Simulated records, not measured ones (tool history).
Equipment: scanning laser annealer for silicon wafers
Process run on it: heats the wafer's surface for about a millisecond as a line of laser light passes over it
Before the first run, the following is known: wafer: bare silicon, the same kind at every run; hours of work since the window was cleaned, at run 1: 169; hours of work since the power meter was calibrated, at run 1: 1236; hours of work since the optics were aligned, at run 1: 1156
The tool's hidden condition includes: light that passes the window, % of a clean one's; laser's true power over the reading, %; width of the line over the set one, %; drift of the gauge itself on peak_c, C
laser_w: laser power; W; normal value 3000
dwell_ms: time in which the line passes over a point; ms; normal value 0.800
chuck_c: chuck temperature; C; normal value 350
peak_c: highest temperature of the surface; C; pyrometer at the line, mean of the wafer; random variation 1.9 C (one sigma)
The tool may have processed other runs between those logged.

| run | hour | laser_w | dwell_ms | chuck_c | hours of work since the window was cleaned | hours of work since the power meter was calibrated | hours of work since the optics were aligned | peak_c |
|---|---|---|---|---|---|---|---|---|
| 1 | 0.0 | 3000 | 0.800 | 350 | 169 | 1236 | 1156 | 1093 |
| 2 | 45.7 | 3000 | 0.800 | 350 | 198 | 1265 | 1185 | 1089 |
| 3 | 89.2 | 3000 | 0.800 | 350 | 225 | 1293 | 1213 | 1085 |
| 4 | 121.0 | 3000 | 0.800 | 350 | 245 | 1313 | 1233 | 1081 |
| 5 | 169.1 | 3000 | 0.800 | 350 | 276 | 1344 | 1264 | 1079 |
| 6 | 197.1 | 3000 | 0.800 | 350 | 294 | 1361 | 1282 | 1072 |
| 7 | 235.1 | 2911 | 0.800 | 350 | 318 | 1386 | 1306 | 1047 |
| 8 | 283.4 | 2911 | 0.800 | 350 | 349 | 1416 | 1336 | 1039 |
|  | 320.9 | window over the wafer cleaned |
| 9 | 326.9 | 2911 | 0.800 | 350 | 4 | 1443 | 1363 | 1090 |
| 10 | 369.9 | 2734 | 0.702 | 367 | 31 | 1470 | 1390 | 1008 |
| 11 | 409.2 | 2734 | 0.702 | 367 | 56 | 1495 | 1415 | 1004 |

For run 12, what comes out?
| 12 | 447.4 | 2861 | 0.800 | 389 | 80 | 1519 | 1439 | ? |

Run 12 measured peak_c 1109 C.
On a tool with no hidden condition, and with the same random variation, this run would have come out at peak_c 1129 C.
